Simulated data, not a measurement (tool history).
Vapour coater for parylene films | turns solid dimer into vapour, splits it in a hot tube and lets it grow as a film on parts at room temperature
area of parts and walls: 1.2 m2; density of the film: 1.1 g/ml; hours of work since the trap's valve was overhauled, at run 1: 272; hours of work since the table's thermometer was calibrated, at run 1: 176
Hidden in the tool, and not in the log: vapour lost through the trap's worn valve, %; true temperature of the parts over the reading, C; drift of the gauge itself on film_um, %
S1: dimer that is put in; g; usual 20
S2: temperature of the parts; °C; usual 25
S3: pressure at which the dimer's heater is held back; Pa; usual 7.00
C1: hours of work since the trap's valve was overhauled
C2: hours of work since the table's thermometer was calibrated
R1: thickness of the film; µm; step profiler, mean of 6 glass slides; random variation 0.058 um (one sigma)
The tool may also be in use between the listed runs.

| run | hour | S1 | S2 | S3 | C1 | C2 | R1 |
|---|---|---|---|---|---|---|---|
| 1 | 0.0 | 20 | 25 | 7.00 | 272 | 176 | 7.18 |
| 2 | 37.0 | 20 | 30 | 7.00 | 291 | 195 | 6.05 |
| 3 | 85.1 | 20 | 25 | 7.00 | 316 | 220 | 6.98 |
| 4 | 121.5 | 20 | 25 | 7.00 | 335 | 240 | 6.95 |
|  | 132.0 | trap's valve overhauled |
| 5 | 173.8 | 20 | 25 | 11.35 | 22 | 265 | 6.15 |
| 6 | 202.8 | 20 | 25 | 11.35 | 37 | 280 | 5.96 |
| 7 | 240.8 | 20 | 25 | 7.00 | 57 | 300 | 6.15 |
| 8 | 281.4 | 20 | 25 | 7.00 | 78 | 321 | 6.14 |
| 9 | 309.5 | 20 | 32 | 7.00 | 93 | 336 | 4.85 |
|  | 319.0 | trap's valve overhauled, once more |
| 10 | 343.3 | 20 | 25 | 7.00 | 13 | 351 | 8.05 |
| 11 | 363.8 | 20 | 25 | 7.00 | 23 | 362 | 7.95 |
| 12 | 408.7 | 20 | 25 | 7.00 | 47 | 386 | 7.83 |
| 13 | 431.9 | 20 | 25 | 7.00 | 59 | 398 | 7.90 |
| 14 | 469.9 | 20 | 25 | 7.00 | 79 | 418 | 7.80 |
| 15 | 491.9 | 20 | 25 | 7.00 | 91 | 429 | 7.76 |
| 16 | 535.8 | 10 | 21 | 2.52 | 114 | 452 | 4.67 |
| 17 | 564.2 | 10 | 21 | 2.52 | 128 | 467 | 4.70 |
| 18 | 603.2 | 10 | 21 | 2.52 | 149 | 488 | 4.61 |
| 19 | 650.7 | 10 | 21 | 2.52 | 174 | 512 | 4.58 |
| 20 | 692.3 | 19 | 21 | 3.09 | 195 | 534 | 8.52 |
| 21 | 730.0 | 20 | 36 | 7.00 | 215 | 554 | 5.18 |
| 22 | 754.1 | 20 | 36 | 7.00 | 228 | 567 | 5.16 |
| 23 | 787.8 | 33 | 36 | 9.67 | 245 | 584 | 8.39 |
| 24 | 832.7 | 33 | 36 | 9.67 | 269 | 608 | 8.14 |
| 25 | 856.4 | 20 | 19 | 9.66 | 281 | 620 | 8.27 |
| 26 | 900.8 | 20 | 19 | 9.66 | 305 | 643 | 8.19 |
| 27 | 927.4 | 28 | 25 | 2.85 | 319 | 657 | 10.48 |
|  | 970.8 | trap's valve overhauled |
| 28 | 978.6 | 35 | 21 | 2.29 | 4 | 682 | 17.35 |
| 29 | 1023.4 | 35 | 21 | 2.29 | 28 | 705 | 17.19 |

Some steps in R1 between neighbouring runs. How much of each would the tool show without its hidden state too (settings, what came in, random variation), and how much is left for the hidden state, with any gauge scatter that isn't in both results?
Run 9 -> 10: S2 32 -> 25, trap's valve overhauled, once more. R1 +3.20 µm: hidden state +1.54, all else +1.66.
Run 19 -> 20: S1 10 -> 19, S3 2.52 -> 3.09. R1 +3.94 µm: hidden state -0.39, all else +4.33.
Run 27 -> 28: S1 28 -> 35, S2 25 -> 21, S3 2.85 -> 2.29, trap's valve overhauled. R1 +6.87 µm: hidden state +1.62, all else +5.25.

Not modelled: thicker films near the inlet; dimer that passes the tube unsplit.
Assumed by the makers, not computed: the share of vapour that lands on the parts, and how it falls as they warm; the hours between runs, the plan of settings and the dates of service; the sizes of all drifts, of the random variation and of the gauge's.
